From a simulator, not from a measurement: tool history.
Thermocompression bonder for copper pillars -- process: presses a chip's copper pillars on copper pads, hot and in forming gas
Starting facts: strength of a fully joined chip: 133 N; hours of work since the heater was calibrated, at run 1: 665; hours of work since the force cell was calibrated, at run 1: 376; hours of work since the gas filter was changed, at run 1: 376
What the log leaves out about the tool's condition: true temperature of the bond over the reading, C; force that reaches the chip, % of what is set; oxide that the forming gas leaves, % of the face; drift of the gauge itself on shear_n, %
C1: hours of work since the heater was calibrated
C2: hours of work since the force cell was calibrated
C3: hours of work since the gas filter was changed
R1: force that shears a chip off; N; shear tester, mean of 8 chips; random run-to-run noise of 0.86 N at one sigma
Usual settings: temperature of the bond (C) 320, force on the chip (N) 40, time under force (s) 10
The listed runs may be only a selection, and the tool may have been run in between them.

{"run": 1, "day": 0.0, "temperature of the bond (C)": 320, "force on the chip (N)": 40, "time under force (s)": 10, "C1": 665, "C2": 376, "C3": 376, "R1": 61.6}
{"day": 1.875, "done": "forming gas filter changed"}
{"run": 2, "day": 1.958, "temperature of the bond (C)": 320, "force on the chip (N)": 40, "time under force (s)": 10, "C1": 693, "C2": 405, "C3": 1, "R1": 62.4}
{"run": 3, "day": 3.588, "temperature of the bond (C)": 320, "force on the chip (N)": 40, "time under force (s)": 10, "C1": 716, "C2": 428, "C3": 25, "R1": 62.1}
{"run": 4, "day": 4.596, "temperature of the bond (C)": 320, "force on the chip (N)": 55, "time under force (s)": 10, "C1": 731, "C2": 443, "C3": 40, "R1": 83.2}
{"run": 5, "day": 6.088, "temperature of the bond (C)": 320, "force on the chip (N)": 55, "time under force (s)": 8, "C1": 753, "C2": 465, "C3": 61, "R1": 77.3}
{"run": 6, "day": 7.412, "temperature of the bond (C)": 320, "force on the chip (N)": 55, "time under force (s)": 8, "C1": 772, "C2": 484, "C3": 81, "R1": 76.5}
{"run": 7, "day": 9.262, "temperature of the bond (C)": 313, "force on the chip (N)": 40, "time under force (s)": 10, "C1": 799, "C2": 511, "C3": 108, "R1": 58.0}
{"run": 8, "day": 11.562, "temperature of the bond (C)": 313, "force on the chip (N)": 40, "time under force (s)": 10, "C1": 833, "C2": 545, "C3": 141, "R1": 57.1}
{"run": 9, "day": 13.858, "temperature of the bond (C)": 313, "force on the chip (N)": 40, "time under force (s)": 10, "C1": 866, "C2": 578, "C3": 175, "R1": 56.5}
{"run": 10, "day": 15.054, "temperature of the bond (C)": 294, "force on the chip (N)": 40, "time under force (s)": 10, "C1": 884, "C2": 596, "C3": 192, "R1": 46.9}
{"run": 11, "day": 16.858, "temperature of the bond (C)": 306, "force on the chip (N)": 40, "time under force (s)": 10, "C1": 910, "C2": 622, "C3": 218, "R1": 52.6}
{"run": 12, "day": 18.771, "temperature of the bond (C)": 348, "force on the chip (N)": 40, "time under force (s)": 10, "C1": 938, "C2": 650, "C3": 246, "R1": 70.9}
{"run": 13, "day": 20.192, "temperature of the bond (C)": 348, "force on the chip (N)": 40, "time under force (s)": 10, "C1": 958, "C2": 670, "C3": 267, "R1": 71.7}
{"run": 14, "day": 21.321, "temperature of the bond (C)": 348, "force on the chip (N)": 40, "time under force (s)": 10, "C1": 975, "C2": 687, "C3": 283, "R1": 69.5}
{"run": 15, "day": 22.704, "temperature of the bond (C)": 320, "force on the chip (N)": 40, "time under force (s)": 10, "C1": 995, "C2": 707, "C3": 304, "R1": 56.5}
{"run": 16, "day": 24.654, "temperature of the bond (C)": 319, "force on the chip (N)": 40, "time under force (s)": 10, "C1": 1023, "C2": 735, "C3": 332, "R1": 57.6}
{"run": 17, "day": 25.775, "temperature of the bond (C)": 343, "force on the chip (N)": 52, "time under force (s)": 10, "C1": 1040, "C2": 752, "C3": 348, "R1": 84.8}
{"run": 18, "day": 27.575, "temperature of the bond (C)": 306, "force on the chip (N)": 47, "time under force (s)": 10, "C1": 1066, "C2": 778, "C3": 374, "R1": 58.7}
{"run": 19, "day": 29.038, "temperature of the bond (C)": 294, "force on the chip (N)": 57, "time under force (s)": 21, "C1": 1087, "C2": 799, "C3": 396, "R1": 82.6}
{"day": 29.379, "done": "force cell calibrated"}
{"day": 29.583, "done": "forming gas filter changed"}
{"run": 20, "day": 30.967, "temperature of the bond (C)": 318, "force on the chip (N)": 43, "time under force (s)": 10, "C1": 1114, "C2": 23, "C3": 20, "R1": 66.8}
{"run": 21, "day": 32.088, "temperature of the bond (C)": 318, "force on the chip (N)": 43, "time under force (s)": 10, "C1": 1131, "C2": 39, "C3": 37, "R1": 68.2}
{"run": 22, "day": 33.117, "temperature of the bond (C)": 325, "force on the chip (N)": 47, "time under force (s)": 21, "C1": 1146, "C2": 54, "C3": 52, "R1": 94.6}
{"run": 23, "day": 35.079, "temperature of the bond (C)": 320, "force on the chip (N)": 49, "time under force (s)": 7, "C1": 1174, "C2": 83, "C3": 80, "R1": 66.7}
{"run": 24, "day": 36.958, "temperature of the bond (C)": 295, "force on the chip (N)": 40, "time under force (s)": 10, "C1": 1202, "C2": 110, "C3": 108, "R1": 48.7}
{"run": 25, "day": 38.079, "temperature of the bond (C)": 320, "force on the chip (N)": 37, "time under force (s)": 10, "C1": 1218, "C2": 127, "C3": 124, "R1": 56.4}
{"run": 26, "day": 39.4, "temperature of the bond (C)": 292, "force on the chip (N)": 37, "time under force (s)": 10, "C1": 1237, "C2": 146, "C3": 143, "R1": 44.3}
{"run": 27, "day": 40.888, "temperature of the bond (C)": 302, "force on the chip (N)": 40, "time under force (s)": 19, "C1": 1259, "C2": 167, "C3": 165, "R1": 66.2}
{"run": 28, "day": 42.225, "temperature of the bond (C)": 328, "force on the chip (N)": 36, "time under force (s)": 7, "C1": 1278, "C2": 187, "C3": 184, "R1": 50.0}
{"run": 29, "day": 43.792, "temperature of the bond (C)": 328, "force on the chip (N)": 36, "time under force (s)": 7, "C1": 1301, "C2": 210, "C3": 207, "R1": 51.4}

Forecast each of these 5 alternatives for the next run:
{"run": "A", "day": 45.071, "temperature of the bond (C)": 320, "force on the chip (N)": 40, "time under force (s)": 8, "C1": 1320, "C2": 228, "C3": 226, "R1": "?"}
{"run": "B", "day": 45.071, "temperature of the bond (C)": 328, "force on the chip (N)": 36, "time under force (s)": 17, "C1": 1320, "C2": 228, "C3": 226, "R1": "?"}
{"run": "C", "day": 45.071, "temperature of the bond (C)": 321, "force on the chip (N)": 40, "time under force (s)": 10, "C1": 1320, "C2": 228, "C3": 226, "R1": "?"}
{"run": "D", "day": 45.071, "temperature of the bond (C)": 292, "force on the chip (N)": 36, "time under force (s)": 7, "C1": 1320, "C2": 228, "C3": 226, "R1": "?"}
{"run": "E", "day": 45.071, "temperature of the bond (C)": 323, "force on the chip (N)": 58, "time under force (s)": 18, "C1": 1320, "C2": 228, "C3": 226, "R1": "?"}

run=A R1=55.4
run=B R1=68.7
run=C R1=60.9
run=D R1=35.8
run=E R1=99.8
What these runs would have given with no unlogged condition in the tool:
run=A R1=64.9
run=B R1=79.2
run=C R1=71.1
run=D R1=43.4
run=E R1=110.2

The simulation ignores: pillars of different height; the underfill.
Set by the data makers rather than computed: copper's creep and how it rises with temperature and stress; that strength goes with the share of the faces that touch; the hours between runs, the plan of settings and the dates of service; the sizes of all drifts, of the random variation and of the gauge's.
